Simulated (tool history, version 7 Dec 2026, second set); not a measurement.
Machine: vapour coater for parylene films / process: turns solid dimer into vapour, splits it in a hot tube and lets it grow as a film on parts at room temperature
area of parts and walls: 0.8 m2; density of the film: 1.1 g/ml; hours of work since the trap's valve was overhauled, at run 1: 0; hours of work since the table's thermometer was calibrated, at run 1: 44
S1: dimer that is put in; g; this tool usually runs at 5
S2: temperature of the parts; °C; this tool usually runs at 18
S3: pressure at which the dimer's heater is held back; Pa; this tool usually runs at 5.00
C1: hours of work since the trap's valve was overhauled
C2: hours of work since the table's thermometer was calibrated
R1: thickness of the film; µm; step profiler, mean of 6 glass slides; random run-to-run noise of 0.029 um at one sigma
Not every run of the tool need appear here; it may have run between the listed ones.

run	hour	S1	S2	S3	C1	C2	R1
1	0.0	5	18	5.00	0	44	2.65
2	48.4	5	18	5.00	41	85	2.64
3	114.2	5	18	5.00	96	140	2.63
4	174.2	5	18	5.00	146	190	2.62
5	224.6	5	18	5.00	188	232	2.59
6	283.5	5	18	5.00	237	281	2.53
# hour 316.9: trap's valve overhauled
7	345.7	5	18	5.00	24	330	2.41
8	429.0	5	18	5.00	94	400	2.30
9	469.8	5	18	5.00	128	434	2.26
10	534.1	5	13	5.00	182	488	2.77
11	589.4	5	12	5.00	228	534	2.88
# hour 633.2: trap's valve overhauled
12	633.2	5	12	5.00	0	567	3.47
13	668.7	5	18	5.00	30	597	2.71
14	708.7	5	18	5.00	63	630	2.66
# hour 747.5: trap's valve overhauled, once more
15	753.3	5	18	5.00	5	664	2.75
16	807.3	5	18	3.72	50	709	2.89
17	865.3	5	18	3.72	99	758	2.81
18	934.7	5	18	3.72	157	816	2.83
19	980.7	5	18	5.00	195	855	2.59
20	1055.5	4	18	5.00	258	917	2.07
# hour 1064.9: trap's valve overhauled
21	1140.6	5	18	5.00	63	985	2.71
22	1204.2	5	18	5.00	117	1038	2.76
23	1241.0	5	18	5.00	147	1069	2.67
24	1291.9	5	18	5.00	190	1112	2.65
25	1353.4	3	27	2.55	241	1163	1.28
# hour 1384.5: trap's valve overhauled
26	1441.9	5	28	4.50	48	1234	1.89
27	1518.0	5	28	4.50	112	1297	1.86
28	1582.9	5	10	11.09	166	1352	3.21
29	1619.0	5	28	4.94	196	1382	1.77
30	1682.3	5	28	4.94	249	1435	1.75
# hour 1699.9: trap's valve overhauled
31	1729.5	3	17	9.12	25	1471	1.59
32	1769.5	5	23	9.00	58	1505	2.04
33	1812.5	5	23	4.84	94	1541	2.32
34	1877.6	5	18	5.00	149	1595	2.69
35	1944.2	3	18	4.55	204	1651	1.62
36	2010.4	3	18	4.55	260	1706	1.59
# hour 2017.9: trap's valve overhauled
37	2049.8	5	25	8.14	27	1736	1.99
38	2101.3	5	25	8.14	70	1779	1.93
39	2137.7	5	25	8.14	100	1809	1.92
40	2176.4	5	18	3.78	133	1842	2.84
41	2233.4	9	13	5.27	180	1889	5.79
# hour 2293.8: table's thermometer calibrated
42	2299.8	9	13	5.27	235	5	5.44
# hour 2337.1: trap's valve overhauled
43	2345.7	5	19	8.34	7	40	2.35
44	2390.7	2	11	5.78	45	78	1.37
45	2470.3	3	22	4.28	111	144	1.41
46	2533.7	3	14	4.28	165	197	1.84
47	2568.6	3	14	4.28	194	227	1.83

4 options for the next run, each taken on its own from the tool as it stands now. Forecast them:
A	2622.2	2	14	6.20	239	271	?
B	2622.2	3	15	5.15	239	271	?
C	2622.2	3	14	3.75	239	271	?
D	2622.2	5	14	4.28	239	271	?

run	R1
A	1.14
B	1.66
C	1.89
D	3.07
What these runs would have given with no unlogged condition in the tool:
run	R1
A	1.22
B	1.78
C	2.02
D	3.29
